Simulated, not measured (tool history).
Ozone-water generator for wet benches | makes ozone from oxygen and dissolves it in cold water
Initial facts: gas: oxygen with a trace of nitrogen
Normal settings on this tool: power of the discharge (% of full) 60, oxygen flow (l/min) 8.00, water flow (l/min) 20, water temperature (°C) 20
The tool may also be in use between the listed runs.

run,day,power of the discharge (% of full),oxygen flow (l/min),water flow (l/min),water temperature (°C),dissolved ozone (ppm),ozone in the gas ahead of the water (g/m3)
1,0.000,60,8.00,20,20,17.1,183.4
2,2.667,60,8.00,20,25,15.9,184.3
3,4.667,60,8.00,20,25,15.7,182.6
4,6.608,60,8.00,20,25,15.8,183.6
5,8.458,60,8.00,20,25,15.5,182.4
6,10.529,60,8.00,20,25,15.5,183.3
7,11.808,60,8.00,20,20,16.9,181.1
8,14.629,60,8.00,20,20,16.9,181.6
9,15.933,60,8.00,24,20,14.8,181.5
10,18.162,60,9.87,20,20,16.8,163.7
11,20.283,60,4.62,26,13,14.2,231.3
# day 20.454: water thermometer calibrated
12,21.588,44,8.00,18,20,14.7,146.8
13,24.517,60,11.22,21,12,18.4,153.2
14,26.975,84,6.10,15,20,25.7,250.4
# day 27.829: water thermometer calibrated, once more
15,29.512,60,8.00,20,25,15.2,178.1
16,32.071,60,8.00,20,25,15.2,177.8
17,33.879,60,5.47,17,25,16.8,210.4
# day 35.100: contactor cleaned
18,37.042,60,8.00,20,19,18.8,177.2
19,38.917,60,8.00,20,12,21.5,177.0
20,41.067,60,8.00,20,12,21.1,176.4

4 ways to go on from here, each from the tool as it stands after run 20. What would each give?
A,43.217,60,4.39,23,12,?,?
B,43.217,99,8.00,20,18,?,?
C,43.217,43,8.00,20,13,?,?
D,43.217,44,8.00,20,20,?,?

run,dissolved ozone (ppm),ozone in the gas ahead of the water (g/m3)
A,17.4,229.8
B,26.3,242.1
C,16.4,142.6
D,14.7,143.9
Had the tool no hidden state, the same runs would have come out as:
run,dissolved ozone (ppm),ozone in the gas ahead of the water (g/m3)
A,18.3,239.7
B,28.1,256.6
C,17.0,147.2
D,15.3,148.7
